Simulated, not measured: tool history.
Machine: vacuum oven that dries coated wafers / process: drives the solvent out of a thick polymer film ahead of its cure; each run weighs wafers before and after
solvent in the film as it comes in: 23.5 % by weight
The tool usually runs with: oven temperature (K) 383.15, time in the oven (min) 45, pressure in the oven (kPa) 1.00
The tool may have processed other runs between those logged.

Run 1, hour 0.0: usual settings. Result: solvent left in the film (%) 3.12.
Run 2, hour 41.9: usual settings. Result: solvent left in the film (%) 3.07.
Run 3, hour 80.0: usual settings. Result: solvent left in the film (%) 3.07.
Run 4, hour 102.5: usual settings. Result: solvent left in the film (%) 3.22.
Run 5, hour 142.3: usual settings. Result: solvent left in the film (%) 3.17.
Run 6, hour 171.6: usual settings but time in the oven (min) 23. Result: solvent left in the film (%) 7.39.
Run 7, hour 193.5: usual settings but time in the oven (min) 23. Result: solvent left in the film (%) 7.39.
Run 8, hour 218.1: usual settings. Result: solvent left in the film (%) 3.12.
Run 9, hour 245.6: usual settings. Result: solvent left in the film (%) 3.09.
Run 10, hour 268.2: usual settings. Result: solvent left in the film (%) 3.33.
Run 11, hour 290.3: usual settings. Result: solvent left in the film (%) 3.14.
Run 12, hour 319.5: usual settings but time in the oven (min) 73. Result: solvent left in the film (%) 1.24.
At hour 325.5: vacuum gauge cleaned of residue and calibrated.
Run 13, hour 363.8: usual settings but time in the oven (min) 73. Result: solvent left in the film (%) 1.43.
Run 14, hour 397.7: usual settings but oven temperature (K) 376.15, time in the oven (min) 39, pressure in the oven (kPa) 1.73. Result: solvent left in the film (%) 6.03.
Run 15, hour 447.7: usual settings but oven temperature (K) 376.15, time in the oven (min) 39, pressure in the oven (kPa) 1.73. Result: solvent left in the film (%) 6.09.
At hour 500.4: vacuum gauge cleaned of residue and calibrated, once more.
Run 16, hour 500.8: usual settings but oven temperature (K) 397.15, time in the oven (min) 42, pressure in the oven (kPa) 1.73. Result: solvent left in the film (%) 1.33.
Run 17, hour 535.5: usual settings but oven temperature (K) 397.15, time in the oven (min) 42, pressure in the oven (kPa) 1.73. Result: solvent left in the film (%) 1.33.
Run 18, hour 588.9: usual settings but oven temperature (K) 384.15. Result: solvent left in the film (%) 2.94.
Run 19, hour 619.2: usual settings but oven temperature (K) 388.15, time in the oven (min) 26, pressure in the oven (kPa) 3.81. Result: solvent left in the film (%) 5.87.
Run 20, hour 644.6: usual settings but oven temperature (K) 395.15, time in the oven (min) 33, pressure in the oven (kPa) 0.80. Result: solvent left in the film (%) 2.23.
Run 21, hour 680.3: usual settings but oven temperature (K) 395.15, time in the oven (min) 33, pressure in the oven (kPa) 0.80. Result: solvent left in the film (%) 2.35.

Forecast each of these 3 alternatives for the next run:
Run A, hour 710.6: usual settings but oven temperature (K) 378.15, time in the oven (min) 61, pressure in the oven (kPa) 3.15. Result: solvent left in the film (%) ?.
Run B, hour 710.6: usual settings but oven temperature (K) 393.15, time in the oven (min) 38, pressure in the oven (kPa) 1.43. Result: solvent left in the film (%) ?.
Run C, hour 710.6: usual settings but oven temperature (K) 392.15, time in the oven (min) 47, pressure in the oven (kPa) 1.85. Result: solvent left in the film (%) ?.

run  solvent left in the film (%)
  A                          3.41
  B                          2.19
  C                          1.60
Without the tool's unlogged condition, the same runs would have read:
run  solvent left in the film (%)
  A                          2.85
  B                          1.78
  C                          1.27
